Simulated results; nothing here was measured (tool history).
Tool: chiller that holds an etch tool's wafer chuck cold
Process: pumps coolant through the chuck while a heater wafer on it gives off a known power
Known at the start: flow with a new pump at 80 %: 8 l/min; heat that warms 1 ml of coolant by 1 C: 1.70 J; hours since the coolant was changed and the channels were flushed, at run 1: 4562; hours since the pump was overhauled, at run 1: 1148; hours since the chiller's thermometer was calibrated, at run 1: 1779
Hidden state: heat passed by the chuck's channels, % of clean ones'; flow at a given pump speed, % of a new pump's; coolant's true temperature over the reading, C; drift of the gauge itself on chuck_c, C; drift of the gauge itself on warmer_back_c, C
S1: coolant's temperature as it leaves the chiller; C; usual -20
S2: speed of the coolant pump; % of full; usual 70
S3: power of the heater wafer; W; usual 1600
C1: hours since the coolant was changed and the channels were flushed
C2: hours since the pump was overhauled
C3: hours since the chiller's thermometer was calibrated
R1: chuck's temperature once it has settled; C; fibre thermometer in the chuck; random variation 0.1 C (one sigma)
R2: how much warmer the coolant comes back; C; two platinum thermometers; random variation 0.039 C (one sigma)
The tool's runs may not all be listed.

run     day   S1  S2    S3    C1    C2    C3    R1    R2
  1   0.000  -20  70  1600  4562  1148  1779  -4.0  8.27
  2   7.008  -20  70  1600  4730  1316  1947  -3.9  8.33
  3  16.667  -20  70  1600  4962  1548  2179  -4.0  8.34
     21.379  -- chiller's thermometer calibrated
  4  23.012  -20  70  1600  5114  1699    39  -4.1  8.32
  5  32.100  -20  70  1193  5332  1917   257  -7.9  6.21
  6  37.446  -20  70  1600  5460  2046   386  -3.7  8.23
  7  42.092  -20  70  1600  5571  2157   497  -3.9  8.38
  8  47.104  -20  65  1600  5692  2278   617  -2.5  9.05
  9  51.762  -22  70  1600  5803  2389   729  -5.5  8.38
     52.496  -- coolant pump overhauled
 10  59.554  -22  70  1600  5985   169   911  -5.2  8.53
 11  64.100  -22  70  1600  6095   279  1020  -5.3  8.49
 12  71.054  -18  81  1242  6261   445  1187  -6.6  5.64
 13  77.208  -18  81  1242  6409   593  1335  -6.7  5.69

Forecast run 14:
     83.679  -- coolant pump overhauled, once more
 14  83.679  -18  81  1242  6560   0  1485   ?   ?

Run 14 gave R1 -7.0 C, R2 5.41 C.
Without the tool's hidden state the same run would have given R1 -8.0 C, R2 5.39 C.
